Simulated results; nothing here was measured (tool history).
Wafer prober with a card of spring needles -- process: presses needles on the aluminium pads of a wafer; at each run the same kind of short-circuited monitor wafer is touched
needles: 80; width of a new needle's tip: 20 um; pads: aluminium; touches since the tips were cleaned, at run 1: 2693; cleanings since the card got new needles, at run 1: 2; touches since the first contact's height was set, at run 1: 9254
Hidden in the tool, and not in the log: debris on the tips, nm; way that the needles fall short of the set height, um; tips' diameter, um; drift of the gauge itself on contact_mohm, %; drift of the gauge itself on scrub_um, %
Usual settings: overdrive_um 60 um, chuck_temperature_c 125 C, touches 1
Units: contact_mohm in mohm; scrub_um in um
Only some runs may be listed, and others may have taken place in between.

run   hour  overdrive_um  chuck_temperature_c  touches  touches since the tips were cleaned  cleanings since the card got new needles  touches since the first contact's height was set  contact_mohm  scrub_um
  1    0.0            60                  125        1                                 2693                                         2                                              9254           180      9.02
       1.1  -- tips cleaned on abrasive film
  2   10.4            48                  125        1                                 2104                                         3                                             11571           204      7.36
      14.3  -- tips cleaned on abrasive film
  3   19.2            48                  125        1                                 1102                                         4                                             13519           182      7.15
      27.3  -- tips cleaned on abrasive film
  4   30.3            48                  125        2                                  676                                         5                                             15989           178      7.03
  5   38.2            48                  125        2                                 2438                                         5                                             17751           184      7.22
      39.1  -- tips cleaned on abrasive film, once more
  6   45.2            40                  125        1                                 1381                                         6                                             19316           195      6.03
      52.7  -- tips cleaned on abrasive film
  7   57.6            40                  125        1                                 1109                                         7                                             22080           191      5.85
  8   64.4            40                  125        1                                 2630                                         7                                             23601           203      6.03
      65.6  -- tips cleaned on abrasive film
  9   72.2            60                   34        1                                 1465                                         8                                             25320           160      9.07
      78.3  -- tips cleaned on abrasive film
 10   81.7            60                   34        1                                  758                                         9                                             27435           155      9.04
 11   87.9            60                  125        1                                 2142                                         9                                             28819           177      9.01
      91.7  -- tips cleaned on abrasive film
 12   95.1            60                  125        1                                  758                                        10                                             30415           172      8.97
     104.7  -- tips cleaned on abrasive film
 13  107.1            60                  125        1                                  543                                        11                                             33101           170      9.05
 14  114.1            60                  125        1                                 2114                                        11                                             34672           176      8.88
     118.0  -- tips cleaned on abrasive film
 15  126.5            60                  125        1                                 1908                                        12                                             37428           177      8.90
     130.8  -- tips cleaned on abrasive film
 16  137.4            60                  125        1                                 1463                                        13                                             39844           177      8.84
     143.9  -- tips cleaned on abrasive film
 17  145.0            60                   92        1                                  243                                        14                                             41535           162      8.86
 18  150.9            60                   92        1                                 1563                                        14                                             42855           173      9.05
     156.5  -- tips cleaned on abrasive film
 19  162.4            63                   47        1                                 1314                                        15                                             45418           160      9.28
 20  168.2            52                   47        1                                 2609                                        15                                             46713           174      7.65
     169.6  -- tips cleaned on abrasive film
 21  178.2            60                   79        1                                 1945                                        16                                             48948           171      8.78
     182.4  -- tips cleaned on abrasive film
 22  187.3            60                   79        1                                 1113                                        17                                             50971           166      8.76
 23  192.4            60                   79        1                                 2260                                        17                                             52118           171      8.84
     195.0  -- tips cleaned on abrasive film
 24  200.2            67                  118        1                                 1161                                        18                                             53843           170      9.83
     208.4  -- tips cleaned on abrasive film
 25  212.7            54                  125        3                                  961                                        19                                             56626           174      7.88
 26  218.1            71                  115        2                                 2176                                        19                                             57841           165     10.55
     221.4  -- tips cleaned on abrasive film
 27  225.2            71                  115        2                                  854                                        20                                             59401           168     10.44
 28  232.1            71                  115        2                                 2399                                        20                                             60946           165     10.48
     235.0  -- tips cleaned on abrasive film
 29  244.4            43                  125        1                                 2117                                        21                                             63693           198      6.14
     247.7  -- tips cleaned on abrasive film
 30  255.8            60                   28        2                                 1816                                        22                                             66221           157      8.70
     260.3  -- tips cleaned on abrasive film
 31  265.0            58                   28        3                                 1063                                        23                                             68274           153      8.44
     273.3  -- tips cleaned on abrasive film
 32  275.0            60                  125        2                                  389                                        24                                             70500           169      8.75
 33  282.8            59                   63        3                                 2143                                        24                                             72254           160      8.69

What differs in the tool's unlogged condition from the final listed run ahead of each entry between runs to the first listed run following it?
Run 1 -> run 2: tips cleaned on abrasive film (hour 1.1)
  debris on the tips, nm: 35.2 -> 64.5; way that the needles fall short of the set height, um: 0.22 -> 0.27; tips' diameter, um: 20.08 -> 20.11
  measured result minus the result with no hidden state, contact_mohm: +12 -> +32 mohm; scrub_um: -0.03 -> -0.04 um
Run 2 -> run 3: tips cleaned on abrasive film (hour 14.3)
  debris on the tips, nm: 64.5 -> 20.1; way that the needles fall short of the set height, um: 0.27 -> 0.38; tips' diameter, um: 20.11 -> 20.15
  measured result minus the result with no hidden state, contact_mohm: +32 -> +10 mohm; scrub_um: -0.04 -> -0.06 um
Run 3 -> run 4: tips cleaned on abrasive film (hour 27.3)
  debris on the tips, nm: 20.1 -> 14.9; way that the needles fall short of the set height, um: 0.38 -> 0.47; tips' diameter, um: 20.15 -> 20.18
  measured result minus the result with no hidden state, contact_mohm: +10 -> +5 mohm; scrub_um: -0.06 -> -0.07 um
Run 5 -> run 6: tips cleaned on abrasive film, once more (hour 39.1)
  debris on the tips, nm: 36 -> 22.7; way that the needles fall short of the set height, um: 0.47 -> 0.57; tips' diameter, um: 20.18 -> 20.22
  measured result minus the result with no hidden state, contact_mohm: +11 -> +17 mohm; scrub_um: -0.07 -> -0.09 um
Run 6 -> run 7: tips cleaned on abrasive film (hour 52.7)
  debris on the tips, nm: 22.7 -> 21; way that the needles fall short of the set height, um: 0.57 -> 0.64; tips' diameter, um: 20.22 -> 20.24
  measured result minus the result with no hidden state, contact_mohm: +17 -> +15 mohm; scrub_um: -0.09 -> -0.10 um
Run 8 -> run 9: tips cleaned on abrasive film (hour 65.6)
  debris on the tips, nm: 37.8 -> 22; way that the needles fall short of the set height, um: 0.64 -> 0.76; tips' diameter, um: 20.24 -> 20.28
  measured result minus the result with no hidden state, contact_mohm: +27 -> +9 mohm; scrub_um: -0.10 -> -0.12 um
Run 9 -> run 10: tips cleaned on abrasive film (hour 78.3)
  debris on the tips, nm: 22 -> 13.4; way that the needles fall short of the set height, um: 0.76 -> 0.84; tips' diameter, um: 20.28 -> 20.31
  measured result minus the result with no hidden state, contact_mohm: +9 -> +5 mohm; scrub_um: -0.12 -> -0.12 um
Run 11 -> run 12: tips cleaned on abrasive film (hour 91.7)
  debris on the tips, nm: 30.5 -> 14.5; way that the needles fall short of the set height, um: 0.84 -> 0.93; tips' diameter, um: 20.31 -> 20.34
  measured result minus the result with no hidden state, contact_mohm: +11 -> +5 mohm; scrub_um: -0.13 -> -0.14 um
Run 12 -> run 13: tips cleaned on abrasive film (hour 104.7)
  debris on the tips, nm: 14.5 -> 13.4; way that the needles fall short of the set height, um: 0.93 -> 1.06; tips' diameter, um: 20.34 -> 20.39
  measured result minus the result with no hidden state, contact_mohm: +5 -> +5 mohm; scrub_um: -0.14 -> -0.16 um
Run 14 -> run 15: tips cleaned on abrasive film (hour 118.0)
  debris on the tips, nm: 34 -> 31.3; way that the needles fall short of the set height, um: 1.06 -> 1.17; tips' diameter, um: 20.39 -> 20.43
  measured result minus the result with no hidden state, contact_mohm: +12 -> +11 mohm; scrub_um: -0.16 -> -0.18 um
Run 15 -> run 16: tips cleaned on abrasive film (hour 130.8)
  debris on the tips, nm: 31.3 -> 23.3; way that the needles fall short of the set height, um: 1.17 -> 1.24; tips' diameter, um: 20.43 -> 20.45
  measured result minus the result with no hidden state, contact_mohm: +11 -> +9 mohm; scrub_um: -0.18 -> -0.19 um
Run 16 -> run 17: tips cleaned on abrasive film (hour 143.9)
  debris on the tips, nm: 23.3 -> 7.9; way that the needles fall short of the set height, um: 1.24 -> 1.36; tips' diameter, um: 20.45 -> 20.49
  measured result minus the result with no hidden state, contact_mohm: +9 -> +4 mohm; scrub_um: -0.19 -> -0.20 um
Run 18 -> run 19: tips cleaned on abrasive film (hour 156.5)
  debris on the tips, nm: 25.7 -> 22.1; way that the needles fall short of the set height, um: 1.36 -> 1.45; tips' diameter, um: 20.49 -> 20.53
  measured result minus the result with no hidden state, contact_mohm: +10 -> +9 mohm; scrub_um: -0.21 -> -0.22 um
Run 20 -> run 21: tips cleaned on abrasive film (hour 169.6)
  debris on the tips, nm: 36.7 -> 28.5; way that the needles fall short of the set height, um: 1.45 -> 1.55; tips' diameter, um: 20.53 -> 20.56
  measured result minus the result with no hidden state, contact_mohm: +20 -> +12 mohm; scrub_um: -0.22 -> -0.23 um
Run 21 -> run 22: tips cleaned on abrasive film (hour 182.4)
  debris on the tips, nm: 28.5 -> 18.3; way that the needles fall short of the set height, um: 1.55 -> 1.64; tips' diameter, um: 20.56 -> 20.59
  measured result minus the result with no hidden state, contact_mohm: +12 -> +8 mohm; scrub_um: -0.23 -> -0.25 um
Run 23 -> run 24: tips cleaned on abrasive film (hour 195.0)
  debris on the tips, nm: 32.3 -> 20.1; way that the needles fall short of the set height, um: 1.64 -> 1.74; tips' diameter, um: 20.59 -> 20.63
  measured result minus the result with no hidden state, contact_mohm: +13 -> +7 mohm; scrub_um: -0.25 -> -0.27 um
Run 24 -> run 25: tips cleaned on abrasive film (hour 208.4)
  debris on the tips, nm: 20.1 -> 17.6; way that the needles fall short of the set height, um: 1.74 -> 1.86; tips' diameter, um: 20.63 -> 20.67
  measured result minus the result with no hidden state, contact_mohm: +7 -> +5 mohm; scrub_um: -0.27 -> -0.29 um
Run 26 -> run 27: tips cleaned on abrasive film (hour 221.4)
  debris on the tips, nm: 32.7 -> 14.7; way that the needles fall short of the set height, um: 1.86 -> 1.99; tips' diameter, um: 20.67 -> 20.71
  measured result minus the result with no hidden state, contact_mohm: +6 -> +3 mohm; scrub_um: -0.29 -> -0.31 um
Run 28 -> run 29: tips cleaned on abrasive film (hour 235.0)
  debris on the tips, nm: 33 -> 32; way that the needles fall short of the set height, um: 1.99 -> 2.07; tips' diameter, um: 20.71 -> 20.74
  measured result minus the result with no hidden state, contact_mohm: +7 -> +24 mohm; scrub_um: -0.30 -> -0.32 um
Run 29 -> run 30: tips cleaned on abrasive film (hour 247.7)
  debris on the tips, nm: 32 -> 27.5; way that the needles fall short of the set height, um: 2.07 -> 2.2; tips' diameter, um: 20.74 -> 20.79
  measured result minus the result with no hidden state, contact_mohm: +24 -> +8 mohm; scrub_um: -0.32 -> -0.33 um
Run 30 -> run 31: tips cleaned on abrasive film (hour 260.3)
  debris on the tips, nm: 27.5 -> 19.4; way that the needles fall short of the set height, um: 2.2 -> 2.29; tips' diameter, um: 20.79 -> 20.82
  measured result minus the result with no hidden state, contact_mohm: +8 -> +5 mohm; scrub_um: -0.33 -> -0.35 um
Run 31 -> run 32: tips cleaned on abrasive film (hour 273.3)
  debris on the tips, nm: 19.4 -> 8.9; way that the needles fall short of the set height, um: 2.29 -> 2.4; tips' diameter, um: 20.82 -> 20.86
  measured result minus the result with no hidden state, contact_mohm: +5 -> +4 mohm; scrub_um: -0.35 -> -0.36 um
